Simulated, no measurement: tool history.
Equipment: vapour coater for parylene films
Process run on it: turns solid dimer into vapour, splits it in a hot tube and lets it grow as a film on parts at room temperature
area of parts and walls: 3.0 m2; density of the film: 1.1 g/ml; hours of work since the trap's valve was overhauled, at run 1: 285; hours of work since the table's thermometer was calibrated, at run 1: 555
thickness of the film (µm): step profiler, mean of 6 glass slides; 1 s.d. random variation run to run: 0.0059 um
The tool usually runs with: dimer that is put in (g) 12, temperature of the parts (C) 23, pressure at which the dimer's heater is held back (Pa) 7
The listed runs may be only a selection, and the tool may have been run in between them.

run,hour,dimer that is put in (g),temperature of the parts (C),pressure at which the dimer's heater is held back (Pa),hours of work since the trap's valve was overhauled,hours of work since the table's thermometer was calibrated,thickness of the film (µm)
1,0,12,23,7,285,555,1.784
2,49.6,14,23,7,314,584,2.081
3,97.7,14,23,7,343,612,2.082
4,141.7,14,23,7,368,638,2.068
5,184.2,13,23,7,393,663,1.918
6,238,13,23,7,425,694,1.916
7,272.5,13,23,7,445,715,1.923
8,345.8,13,23,7,488,758,1.906
9,421.9,13,23,7,533,802,1.892
# hour 441.3: table's thermometer calibrated
10,456.4,12,23,7,553,9,1.656
11,518,12,23,7,589,45,1.673
# hour 562.3: trap's valve overhauled
12,595.8,12,23,7,20,88,1.802
13,669.7,12,23,7,63,132,1.787
14,742.3,12,23,7,106,174,1.787
15,796.3,12,23,7,138,206,1.781
16,846.3,12,23,6.9,167,236,1.792
17,891.3,5,23,7,193,262,0.732
18,963.6,12,23,7,236,305,1.767
19,1028.7,12,23,7,274,343,1.763
20,1106.3,12,23,7,320,388,1.772
21,1160.9,12,23,7,352,420,1.741
22,1213.4,12,23,7,383,451,1.749
23,1279.9,12,23,7,422,490,1.745
24,1321.3,12,24,7,446,515,1.66
25,1374.6,10,23,2.56,477,546,1.777
26,1412.7,6,20,7,500,568,0.999
27,1461.2,14,15,2.96,528,597,3.517
28,1527.3,14,15,2.96,567,636,3.503
29,1598,14,15,7.93,609,677,2.845
# hour 1608.4: trap's valve overhauled
30,1634.9,12,22,2.86,16,697,2.339
31,1679.2,12,22,2.86,42,723,2.341
32,1737.7,12,29,2.86,76,757,1.668
33,1802.1,9,16,3.19,114,795,2.26
# hour 1831.6: table's thermometer calibrated
34,1853.7,16,16,3.19,144,13,3.908
35,1889.5,16,16,3.19,165,34,3.892
36,1954.6,9,29,3.19,203,72,1.193
37,1999.9,9,29,3.19,229,99,1.183
38,2050.1,9,29,3.19,259,128,1.184
39,2105.8,7,23,7,292,161,1.028
40,2139,6,22,8.34,311,181,0.887
41,2182.6,6,22,8.34,337,206,0.892
42,2222.3,6,22,8.34,360,230,0.889
43,2270.9,18,23,7.46,389,258,2.596
44,2303.3,12,23,7,408,277,1.748
45,2372.4,17,19,3.79,448,318,3.398
46,2449.6,15,15,7.13,494,363,3.171
47,2502.7,15,15,7.13,525,394,3.153

3 options for the next run, each taken on its own from the tool as it stands now. Forecast them:
A,2548.6,10,29,11.97,552,421,?
B,2548.6,19,18,6.97,552,421,?
C,2548.6,12,26,7,552,421,?

run,thickness of the film (µm)
A,0.982
B,3.482
C,1.501
Stripped of hidden state, with their random variation kept, the same runs would have yielded:
run,thickness of the film (µm)
A,1.025
B,3.637
C,1.567

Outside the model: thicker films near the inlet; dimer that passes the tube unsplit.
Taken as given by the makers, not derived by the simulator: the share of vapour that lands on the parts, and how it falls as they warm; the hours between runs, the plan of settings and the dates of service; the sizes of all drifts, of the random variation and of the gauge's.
